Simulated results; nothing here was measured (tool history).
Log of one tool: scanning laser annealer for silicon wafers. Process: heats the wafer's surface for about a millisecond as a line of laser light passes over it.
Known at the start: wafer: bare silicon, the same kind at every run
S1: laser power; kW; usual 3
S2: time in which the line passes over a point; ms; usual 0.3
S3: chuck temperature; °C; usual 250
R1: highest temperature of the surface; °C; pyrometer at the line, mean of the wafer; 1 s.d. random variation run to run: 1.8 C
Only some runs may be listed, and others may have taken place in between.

run	hour	S1	S2	S3	R1
1	0	3	0.3	250	1030
2	6.1	3	0.3	250	1031
3	13.6	3	0.3	250	1028
4	18.3	3	0.3	250	1030
5	28.4	3	0.3	250	1026
6	35.7	3	0.3	250	1030
7	44.2	3	0.3	250	1027
8	53.6	3	0.3	250	1028
9	61	3	0.3	250	1029
10	65.9	3	0.3	250	1031
11	74.3	3	0.3	250	1027
# hour 81: window over the wafer cleaned
12	83.8	3	0.3	250	1070
13	91.7	3	0.3	250	1070
14	99.4	3	0.337	250	1116
15	107.5	3	0.337	250	1116
16	115.6	2.873	0.3	250	1028
17	121.2	2.804	0.3	250	1000
18	128.3	2.804	0.3	250	1006
19	138.1	2.804	0.3	234	987
20	148.1	2.804	0.3	234	988
21	153.7	2.804	0.3	234	986
22	158.8	2.957	0.254	239	987
23	168	2.944	0.218	269	968
24	178.1	2.944	0.218	269	963
25	185.4	3.007	0.299	269	1090
26	195	2.57	0.333	282	983
27	204.2	2.677	0.333	214	955
28	211.7	2.985	0.328	250	1098
29	222	2.76	0.345	250	1033
30	229.4	3	0.255	216	979
31	239	3	0.255	216	973
32	244.1	3.029	0.259	216	991
33	250	3.284	0.248	285	1130
34	256.1	2.798	0.339	270	1058
35	265.4	2.803	0.306	212	967
36	269.7	2.933	0.327	276	1100

Predict the results of run 37:
37	273.8	2.918	0.3	248	?

{"run 37": {"R1": 1037}}
The same run, on a tool lacking any hidden state, would have yielded R1 1050 °C.
